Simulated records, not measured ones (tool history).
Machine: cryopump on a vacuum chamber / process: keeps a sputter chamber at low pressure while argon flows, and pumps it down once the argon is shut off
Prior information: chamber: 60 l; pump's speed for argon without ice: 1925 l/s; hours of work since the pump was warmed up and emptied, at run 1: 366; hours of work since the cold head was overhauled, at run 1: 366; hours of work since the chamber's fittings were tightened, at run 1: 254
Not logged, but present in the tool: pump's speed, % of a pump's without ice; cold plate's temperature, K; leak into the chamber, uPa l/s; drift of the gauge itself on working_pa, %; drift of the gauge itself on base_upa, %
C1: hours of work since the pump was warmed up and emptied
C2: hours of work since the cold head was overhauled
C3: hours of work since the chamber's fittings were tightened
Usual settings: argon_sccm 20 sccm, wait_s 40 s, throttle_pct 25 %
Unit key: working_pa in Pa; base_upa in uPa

run 1 hour=0.0 | argon_sccm=20 wait_s=40 throttle_pct=25 | C1=366 C2=366 C3=254 | working_pa=0.0719 base_upa=1.49
run 2 hour=24.1 | argon_sccm=20 wait_s=40 throttle_pct=25 | C1=382 C2=382 C3=271 | working_pa=0.0708 base_upa=1.52
run 3 hour=52.1 | argon_sccm=20 wait_s=40 throttle_pct=25 | C1=401 C2=401 C3=290 | working_pa=0.0715 base_upa=1.53
run 4 hour=72.3 | argon_sccm=20 wait_s=28 throttle_pct=25 | C1=415 C2=415 C3=304 | working_pa=0.0719 base_upa=2.08
run 5 hour=92.6 | argon_sccm=20 wait_s=28 throttle_pct=25 | C1=429 C2=429 C3=318 | working_pa=0.0715 base_upa=2.09
run 6 hour=113.0 | argon_sccm=20 wait_s=28 throttle_pct=25 | C1=444 C2=444 C3=332 | working_pa=0.0727 base_upa=2.12
run 7 hour=136.5 | argon_sccm=20 wait_s=28 throttle_pct=25 | C1=460 C2=460 C3=348 | working_pa=0.0714 base_upa=2.10
run 8 hour=150.1 | argon_sccm=20 wait_s=28 throttle_pct=25 | C1=469 C2=469 C3=358 | working_pa=0.0717 base_upa=2.08
run 9 hour=177.5 | argon_sccm=20 wait_s=34 throttle_pct=25 | C1=488 C2=488 C3=377 | working_pa=0.0722 base_upa=1.84
run 10 hour=204.4 | argon_sccm=20 wait_s=22 throttle_pct=21 | C1=507 C2=507 C3=395 | working_pa=0.0851 base_upa=2.58
run 11 hour=228.4 | argon_sccm=20 wait_s=130 throttle_pct=25 | C1=523 C2=523 C3=412 | working_pa=0.0716 base_upa=0.81
run 12 hour=240.7 | argon_sccm=20 wait_s=130 throttle_pct=25 | C1=532 C2=532 C3=420 | working_pa=0.0723 base_upa=0.80
run 13 hour=259.2 | argon_sccm=16 wait_s=27 throttle_pct=25 | C1=544 C2=544 C3=433 | working_pa=0.0575 base_upa=2.15
run 14 hour=286.0 | argon_sccm=29 wait_s=270 throttle_pct=52 | C1=563 C2=563 C3=451 | working_pa=0.0517 base_upa=0.64

Estimate the outcome of run 15 from the log above:
run 15 hour=305.7 | argon_sccm=32 wait_s=32 throttle_pct=18 | C1=577 C2=577 C3=465 | working_pa=? base_upa=?

working_pa: 0.1596 Pa
base_upa: 1.96 uPa
Minus the tool's unlogged condition, the same run would have read working_pa 0.1561 Pa, base_upa 1.65 uPa.
